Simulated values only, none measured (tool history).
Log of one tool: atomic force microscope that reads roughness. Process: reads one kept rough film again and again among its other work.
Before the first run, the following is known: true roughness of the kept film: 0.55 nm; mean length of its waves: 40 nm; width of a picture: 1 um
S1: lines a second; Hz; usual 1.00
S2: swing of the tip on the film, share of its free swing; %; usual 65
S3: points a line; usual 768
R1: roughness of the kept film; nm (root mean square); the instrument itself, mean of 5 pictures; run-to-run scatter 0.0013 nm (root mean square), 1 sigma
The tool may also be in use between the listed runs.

Run 1, hour 0.0: usual settings. Result: R1 0.526 nm (root mean square).
Run 2, hour 21.5: usual settings. Result: R1 0.525 nm (root mean square).
At hour 28.6: new tip fitted.
Run 3, hour 53.7: usual settings. Result: R1 0.529 nm (root mean square).
At hour 72.5: new tip fitted.
Run 4, hour 91.5: usual settings. Result: R1 0.527 nm (root mean square).
At hour 120.2: new tip fitted.
Run 5, hour 123.8: usual settings but S3 479. Result: R1 0.528 nm (root mean square).
At hour 164.4: new tip fitted.
Run 6, hour 164.4: usual settings. Result: R1 0.529 nm (root mean square).
At hour 210.6: new tip fitted.
Run 7, hour 211.3: usual settings. Result: R1 0.529 nm (root mean square).
At hour 256.5: new tip fitted.
Run 8, hour 259.0: usual settings. Result: R1 0.530 nm (root mean square).
At hour 302.2: new tip fitted.
Run 9, hour 303.5: usual settings. Result: R1 0.526 nm (root mean square).
At hour 347.6: new tip fitted.
Run 10, hour 348.4: usual settings but S1 2.08 Hz. Result: R1 0.513 nm (root mean square).
Run 11, hour 385.2: usual settings but S1 0.72 Hz. Result: R1 0.529 nm (root mean square).
At hour 392.9: new tip fitted.
At hour 437.1: new tip fitted.
Run 12, hour 437.5: usual settings but S1 0.72 Hz. Result: R1 0.533 nm (root mean square).
At hour 483.7: new tip fitted.
Run 13, hour 483.7: usual settings but S1 0.63 Hz. Result: R1 0.533 nm (root mean square).
Run 14, hour 513.1: usual settings but S1 0.63 Hz. Result: R1 0.530 nm (root mean square).
At hour 531.8: new tip fitted.
Run 15, hour 557.1: usual settings but S1 0.63 Hz. Result: R1 0.535 nm (root mean square).
At hour 575.9: new tip fitted.
Run 16, hour 597.8: usual settings but S1 0.63 Hz. Result: R1 0.532 nm (root mean square).
At hour 622.4: new tip fitted.
Run 17, hour 639.6: usual settings but S1 0.52 Hz, S3 735. Result: R1 0.535 nm (root mean square).
Run 18, hour 665.4: usual settings but S1 0.63 Hz, S3 550. Result: R1 0.531 nm (root mean square).
At hour 669.4: new tip fitted.
Run 19, hour 699.7: usual settings but S1 0.63 Hz, S2 87 %, S3 766. Result: R1 0.514 nm (root mean square).
At hour 715.1: new tip fitted.
Run 20, hour 721.6: usual settings but S1 0.63 Hz, S2 87 %, S3 766. Result: R1 0.515 nm (root mean square).
At hour 759.4: new tip fitted.
Run 21, hour 771.6: usual settings but S1 0.63 Hz, S2 57 %, S3 766. Result: R1 0.536 nm (root mean square).
At hour 806.0: new tip fitted.
Run 22, hour 808.1: usual settings but S1 0.56 Hz, S3 1015. Result: R1 0.536 nm (root mean square).
Run 23, hour 846.4: usual settings but S1 0.56 Hz, S3 1015. Result: R1 0.532 nm (root mean square).
At hour 850.9: new tip fitted.
Run 24, hour 870.6: usual settings but S1 0.83 Hz, S2 73 %. Result: R1 0.524 nm (root mean square).
At hour 895.8: new tip fitted.
Run 25, hour 915.8: usual settings but S1 1.50 Hz, S2 73 %. Result: R1 0.510 nm (root mean square).
At hour 940.6: new tip fitted.
Run 26, hour 964.7: usual settings but S1 1.50 Hz, S2 73 %. Result: R1 0.508 nm (root mean square).
At hour 985.1: new tip fitted.
Run 27, hour 996.6: usual settings but S1 1.85 Hz, S2 73 %, S3 562. Result: R1 0.502 nm (root mean square).
At hour 1031.3: new tip fitted.
Run 28, hour 1042.3: usual settings but S1 1.85 Hz, S2 73 %, S3 562. Result: R1 0.502 nm (root mean square).
Run 29, hour 1072.3: usual settings but S1 1.85 Hz, S2 73 %, S3 562. Result: R1 0.501 nm (root mean square).

Here are 3 independent what-if runs from the current tool condition. What would each one return?
At hour 1077.3: new tip fitted.
Run A, hour 1107.2: usual settings but S1 1.85 Hz, S2 84 %, S3 562. Result: R1 ?.
At hour 1077.3: new tip fitted.
Run B, hour 1107.2: usual settings but S1 2.32 Hz, S2 73 %, S3 562. Result: R1 ?.
At hour 1077.3: new tip fitted.
Run C, hour 1107.2: usual settings but S1 1.40 Hz. Result: R1 ?.

run     R1
  A  0.477
  B  0.491
  C  0.522
Take away the tool's hidden state, keep each run's random variation, and the runs would have read:
run     R1
  A  0.477
  B  0.492
  C  0.523

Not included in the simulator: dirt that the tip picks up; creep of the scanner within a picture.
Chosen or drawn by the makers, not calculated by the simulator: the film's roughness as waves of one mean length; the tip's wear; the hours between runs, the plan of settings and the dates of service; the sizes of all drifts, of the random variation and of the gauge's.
